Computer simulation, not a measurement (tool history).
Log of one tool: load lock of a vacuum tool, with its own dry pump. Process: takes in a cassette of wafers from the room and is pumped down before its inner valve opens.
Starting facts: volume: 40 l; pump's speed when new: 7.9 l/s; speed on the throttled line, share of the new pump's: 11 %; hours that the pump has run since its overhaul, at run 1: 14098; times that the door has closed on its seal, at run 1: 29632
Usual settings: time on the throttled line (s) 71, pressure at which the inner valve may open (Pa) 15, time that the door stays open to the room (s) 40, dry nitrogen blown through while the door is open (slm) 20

run	hour	time on the throttled line (s)	pressure at which the inner valve may open (Pa)	time that the door stays open to the room (s)	dry nitrogen blown through while the door is open (slm)	hours that the pump has run since its overhaul	times that the door has closed on its seal	incoming humidity of the room's air, %	time from the closed door until the inner valve may open (s)	rise of the pressure with all valves shut (Pa/min)
1	0.0	71	15	40	20	14098	29632	41.3	114.3	0.065
2	199.8	71	15	40	20	14298	30537	44.3	114.2	0.068
3	402.3	71	15	40	20	14501	31453	45.4	115.0	0.070
4	619.0	71	15	40	20	14717	32434	41.9	114.7	0.071
5	855.4	71	15	53	20	14954	33504	43.5	115.5	0.077
6	1054.8	71	15	53	20	15153	34407	44.9	115.7	0.083
7	1351.4	71	15	229	20	15450	35750	45.5	116.1	0.111
8	1598.2	71	15	229	20	15696	36867	45.3	116.9	0.111
9	1774.7	71	15	229	20	15873	37666	42.1	116.4	0.112
10	1961.0	72	10	38	14	16059	38509	44.6	120.3	0.096
11	2088.5	68	15	32	20	16187	39086	43.6	112.9	0.091
12	2402.5	71	15	27	13	16501	40507	42.1	116.5	0.094
13	2634.7	136	18	40	20	16733	41559	45.1	171.7	0.093
14	2789.4	63	11	40	20	16888	42259	44.3	112.0	0.093
15	2926.2	63	29	40	17	17025	42878	42.8	105.9	0.100
16	3199.7	103	20	143	45	17298	44116	45.8	143.0	0.103

Each row is a separate what-if for the run after 16, all from the same tool condition, not one after another. Results?
# hour 3329.4: dry pump taken out, an overhauled one fitted
A	3517.9	42	22	143	45	189	45530	46.2	?	?
# hour 3329.4: dry pump taken out, an overhauled one fitted
B	3517.9	71	15	40	20	189	45530	44.0	?	?
# hour 3329.4: dry pump taken out, an overhauled one fitted
C	3517.9	103	20	143	27	189	45530	43.1	?	?

run	time from the closed door until the inner valve may open (s)	rise of the pressure with all valves shut (Pa/min)
A	80.9	0.105
B	108.6	0.107
C	135.3	0.115
The same runs, with their run-to-run variation unchanged, on a tool lacking any hidden condition would have given:
run	time from the closed door until the inner valve may open (s)	rise of the pressure with all valves shut (Pa/min)
A	80.8	0.028
B	108.6	0.029
C	135.3	0.038
